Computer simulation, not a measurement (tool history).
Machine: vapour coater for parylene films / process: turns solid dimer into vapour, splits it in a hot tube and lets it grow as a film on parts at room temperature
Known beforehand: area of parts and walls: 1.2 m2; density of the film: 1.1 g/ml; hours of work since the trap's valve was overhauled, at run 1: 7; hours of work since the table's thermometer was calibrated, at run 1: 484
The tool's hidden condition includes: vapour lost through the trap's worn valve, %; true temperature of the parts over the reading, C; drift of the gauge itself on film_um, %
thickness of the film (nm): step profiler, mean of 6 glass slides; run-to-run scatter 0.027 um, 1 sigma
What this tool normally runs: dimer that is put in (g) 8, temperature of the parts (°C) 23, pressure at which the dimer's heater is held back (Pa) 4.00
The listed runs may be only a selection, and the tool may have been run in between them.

run,day,dimer that is put in (g),temperature of the parts (°C),pressure at which the dimer's heater is held back (Pa),hours of work since the trap's valve was overhauled,hours of work since the table's thermometer was calibrated,thickness of the film (nm)
1,0.000,8,23,4.00,7,484,4180
2,1.650,8,23,4.00,34,511,4130
3,3.542,8,18,4.00,64,542,4750
4,5.617,8,18,4.00,98,575,4670
5,7.717,8,23,4.00,132,610,4000
6,9.300,8,23,4.00,158,635,3980
7,10.512,8,23,4.78,177,655,3900
8,11.888,8,23,4.78,200,677,3810
# day 13.233: trap's valve overhauled
9,13.721,8,23,4.78,8,704,4110
10,14.708,8,23,8.56,24,720,3810
11,15.875,5,23,4.00,43,739,2570
12,17.154,5,23,4.00,64,760,2550
13,18.492,5,23,4.00,85,782,2550
14,19.342,5,23,4.00,99,796,2530
15,20.988,8,23,4.00,126,822,4010
16,22.912,8,23,4.00,157,853,3990
17,24.958,8,23,4.00,190,887,3930
18,26.212,8,23,4.00,211,907,3870
# day 26.983: trap's valve overhauled
19,28.017,8,23,4.00,17,934,4140
20,29.058,8,23,4.00,34,951,4110
21,29.971,8,23,4.00,48,965,4070
22,31.817,8,23,4.00,78,995,4070
23,33.525,6,23,4.00,106,1023,3000
24,34.404,11,18,3.47,120,1037,6410
25,36.275,8,18,4.22,151,1068,4540
26,37.933,3,18,2.07,178,1095,1790
# day 38.150: table's thermometer calibrated
27,39.283,14,23,5.62,199,18,6580
# day 40.688: trap's valve overhauled
28,40.917,14,23,5.62,4,42,7010
# day 41.317: table's thermometer calibrated, once more
29,41.838,14,31,5.62,18,8,5720
30,42.717,7,17,3.33,32,23,4420
31,43.871,8,18,2.40,51,42,5030
32,45.592,7,23,4.00,79,69,3590
33,46.704,7,23,4.00,97,87,3560
34,48.321,7,23,4.00,123,114,3530
35,49.467,7,23,4.00,142,132,3550
36,50.600,8,23,2.82,160,151,4180
37,52.650,8,23,2.82,193,184,4130
38,53.525,11,23,4.00,208,198,5430
# day 54.350: trap's valve overhauled
39,54.929,5,16,4.00,9,218,3180
40,56.379,5,16,4.00,33,242,3180
41,58.121,9,16,2.60,61,270,5890
42,60.212,13,23,4.00,95,304,6620
43,62.029,13,23,6.03,125,334,6320
44,63.638,8,23,9.59,151,360,3600
45,65.054,8,23,9.59,174,383,3600
46,66.429,8,32,9.59,196,405,2800

Some steps in thickness of the film (nm) between neighbouring runs. How much of each would the tool show without its hidden state too (settings, what came in, random variation), and how much is left for the hidden state, with any gauge scatter that isn't in both results?
Run 23 -> 24: dimer that is put in (g) 6 -> 11, temperature of the parts (°C) 23 -> 18, pressure at which the dimer's heater is held back (Pa) 4.00 -> 3.47. thickness of the film (nm) +3410: hidden state -210, all else +3620.
Run 25 -> 26: dimer that is put in (g) 8 -> 3, pressure at which the dimer's heater is held back (Pa) 4.22 -> 2.07. thickness of the film (nm) -2750: hidden state +170, all else -2920.
Run 26 -> 27: dimer that is put in (g) 3 -> 14, temperature of the parts (°C) 18 -> 23, pressure at which the dimer's heater is held back (Pa) 2.07 -> 5.62, table's thermometer calibrated. thickness of the film (nm) +4790: hidden state -470, all else +5260.
Run 27 -> 28: trap's valve overhauled. thickness of the film (nm) +430: hidden state +450, all else -20.
Run 38 -> 39: dimer that is put in (g) 11 -> 5, temperature of the parts (°C) 23 -> 16, trap's valve overhauled. thickness of the film (nm) -2250: hidden state +360, all else -2610.
